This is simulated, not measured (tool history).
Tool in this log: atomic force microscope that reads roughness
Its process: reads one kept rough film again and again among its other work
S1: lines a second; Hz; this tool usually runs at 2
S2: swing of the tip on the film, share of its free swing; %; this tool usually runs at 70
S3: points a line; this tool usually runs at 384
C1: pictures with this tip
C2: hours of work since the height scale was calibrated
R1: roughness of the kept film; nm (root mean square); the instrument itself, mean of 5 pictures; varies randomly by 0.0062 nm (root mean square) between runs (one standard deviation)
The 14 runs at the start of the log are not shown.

Run 15, day 13.992: usual settings; C1 55; C2 912. Result: R1 1.094 nm (root mean square).
Run 16, day 15.025: usual settings but S2 59 %; C1 94; C2 927. Result: R1 1.111 nm (root mean square).
Run 17, day 16.467: usual settings but S2 83 %; C1 149; C2 949. Result: R1 0.903 nm (root mean square).
Run 18, day 17.475: usual settings but S2 83 %; C1 187; C2 964. Result: R1 0.865 nm (root mean square).
Run 19, day 18.904: usual settings but S1 1.28 Hz, S2 87 %, S3 338; C1 241; C2 986. Result: R1 0.863 nm (root mean square).
At day 19.483: new tip fitted.
Run 20, day 19.675: usual settings but S1 2.28 Hz, S2 81 %, S3 402; C1 7; C2 997. Result: R1 1.057 nm (root mean square).
Run 21, day 20.554: usual settings but S1 2.28 Hz, S2 81 %, S3 402; C1 40; C2 1011. Result: R1 1.006 nm (root mean square).
Run 22, day 21.733: usual settings but S1 2.28 Hz, S2 81 %, S3 402; C1 85; C2 1028. Result: R1 0.965 nm (root mean square).
Run 23, day 22.421: usual settings but S1 2.28 Hz, S2 81 %, S3 402; C1 111; C2 1039. Result: R1 0.937 nm (root mean square).
Run 24, day 23.033: usual settings but S1 2.81 Hz, S2 81 %, S3 469; C1 134; C2 1048. Result: R1 0.873 nm (root mean square).
Run 25, day 24.446: usual settings but S2 68 %, S3 530; C1 188; C2 1069. Result: R1 0.964 nm (root mean square).
Run 26, day 25.05: usual settings but S1 0.64 Hz, S2 71 %, S3 586; C1 211; C2 1078. Result: R1 0.995 nm (root mean square).
Run 27, day 25.979: usual settings but S1 3.26 Hz, S2 85 %, S3 785; C1 246; C2 1092. Result: R1 0.727 nm (root mean square).
At day 26.479: new tip fitted.
Run 28, day 27.3: usual settings but S1 3.26 Hz, S2 85 %, S3 785; C1 31; C2 1112. Result: R1 0.912 nm (root mean square).
Run 29, day 28.683: usual settings but S1 1.28 Hz, S2 88 %, S3 311; C1 83; C2 1133. Result: R1 1.003 nm (root mean square).
Run 30, day 29.908: usual settings but S1 0.87 Hz, S3 564; C1 130; C2 1152. Result: R1 1.085 nm (root mean square).
Run 31, day 30.767: usual settings but S1 0.81 Hz, S2 72 %, S3 662; C1 162; C2 1165. Result: R1 1.06 nm (root mean square).
Run 32, day 31.992: usual settings but S1 0.57 Hz, S2 84 %, S3 412; C1 209; C2 1183. Result: R1 0.985 nm (root mean square).
Run 33, day 32.771: usual settings but S1 0.57 Hz, S2 84 %, S3 412; C1 238; C2 1195. Result: R1 0.959 nm (root mean square).
At day 33.517: new tip fitted.
Run 34, day 33.571: usual settings but S1 1.6 Hz, S2 55 %, S3 355; C1 2; C2 1207. Result: R1 1.25 nm (root mean square).
Run 35, day 34.221: usual settings but S1 1.6 Hz, S2 55 %, S3 355; C1 26; C2 1216. Result: R1 1.22 nm (root mean square).
Run 36, day 35.083: usual settings but S2 83 %, S3 431; C1 59; C2 1229. Result: R1 0.998 nm (root mean square).

Alternative continuations, all from the tool just after run 36; predict every row:
Run A, day 36.2: usual settings but S2 80 %, S3 431; C1 101; C2 1246. Result: R1 ?.
Run B, day 36.2: usual settings but S1 0.59 Hz, S2 73 %; C1 101; C2 1246. Result: R1 ?.
Run C, day 36.2: usual settings but S1 0.74 Hz, S2 83 %, S3 449; C1 101; C2 1246. Result: R1 ?.
Run D, day 36.2: usual settings but S1 3.92 Hz, S2 63 %, S3 524; C1 101; C2 1246. Result: R1 ?.
Run E, day 36.2: usual settings but S1 0.5 Hz, S2 56 %, S3 966; C1 101; C2 1246. Result: R1 ?.

run     R1
  A  0.976
  B  1.107
  C  1.079
  D  1.015
  E  1.161
The same runs, with their run-to-run variation unchanged, on a tool lacking any hidden condition would have given:
run     R1
  A  1.122
  B  1.273
  C   1.24
  D  1.168
  E  1.336
